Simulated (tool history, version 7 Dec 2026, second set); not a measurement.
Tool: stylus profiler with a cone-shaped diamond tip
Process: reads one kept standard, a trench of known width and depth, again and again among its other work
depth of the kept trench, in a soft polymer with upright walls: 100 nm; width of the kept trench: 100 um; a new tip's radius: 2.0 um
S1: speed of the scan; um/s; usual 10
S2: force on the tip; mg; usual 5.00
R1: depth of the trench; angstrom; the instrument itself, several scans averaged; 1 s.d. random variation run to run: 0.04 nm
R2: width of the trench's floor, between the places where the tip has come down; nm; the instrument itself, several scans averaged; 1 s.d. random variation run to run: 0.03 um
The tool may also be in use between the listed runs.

| run | day | S1 | S2 | R1 | R2 |
|---|---|---|---|---|---|
| 1 | 0.000 | 10 | 5.00 | 1010.3 | 98070 |
| 2 | 0.367 | 10 | 5.00 | 1010.2 | 98060 |
| 3 | 0.850 | 21 | 5.00 | 1010.3 | 97990 |
| 4 | 1.312 | 21 | 5.00 | 1010.1 | 98050 |
| 5 | 1.925 | 21 | 5.00 | 1010.4 | 97990 |
| 6 | 2.250 | 21 | 5.00 | 1009.8 | 98020 |
| 7 | 2.621 | 10 | 5.00 | 1010.4 | 97980 |
|  | 2.692 | height scale calibrated on a step standard |
| 8 | 2.992 | 10 | 8.44 | 1013.9 | 97980 |
| 9 | 3.658 | 10 | 8.44 | 1014.4 | 98040 |
| 10 | 4.254 | 10 | 8.44 | 1014.4 | 98070 |
| 11 | 4.833 | 10 | 2.42 | 1003.7 | 97990 |
| 12 | 5.296 | 35 | 3.98 | 1006.4 | 97900 |
| 13 | 5.650 | 2 | 9.22 | 1015.1 | 98060 |
| 14 | 6.233 | 28 | 3.21 | 1005.5 | 97870 |
|  | 6.617 | height scale calibrated on a step standard, once more |
| 15 | 6.854 | 40 | 8.36 | 1018.3 | 97920 |
| 16 | 7.554 | 3 | 10.66 | 1021.8 | 98050 |
| 17 | 7.929 | 14 | 5.09 | 1012.6 | 97980 |
| 18 | 8.433 | 14 | 5.09 | 1012.6 | 97970 |
| 19 | 9.092 | 4 | 14.81 | 1026.2 | 98060 |
| 20 | 9.600 | 10 | 11.04 | 1021.2 | 98020 |
| 21 | 10.296 | 10 | 1.67 | 1006.1 | 97980 |
| 22 | 10.967 | 10 | 2.63 | 1008.1 | 97920 |

Predict each of these 5 candidate next runs independently; none follows another, all start after run 22:
| A | 11.383 | 10 | 5.00 | ? | ? |
| B | 11.383 | 31 | 3.14 | ? | ? |
| C | 11.383 | 3 | 5.24 | ? | ? |
| D | 11.383 | 40 | 1.90 | ? | ? |
| E | 11.383 | 38 | 12.40 | ? | ? |

| run | R1 | R2 |
|---|---|---|
| A | 1012.4 | 98000 |
| B | 1009.6 | 97880 |
| C | 1013.0 | 97980 |
| D | 1006.5 | 97750 |
| E | 1023.0 | 97890 |
What these runs would have given with no unlogged condition in the tool:
| run | R1 | R2 |
|---|---|---|
| A | 1012.4 | 98730 |
| B | 1009.6 | 98620 |
| C | 1013.0 | 98710 |
| D | 1006.5 | 98480 |
| E | 1023.0 | 98630 |
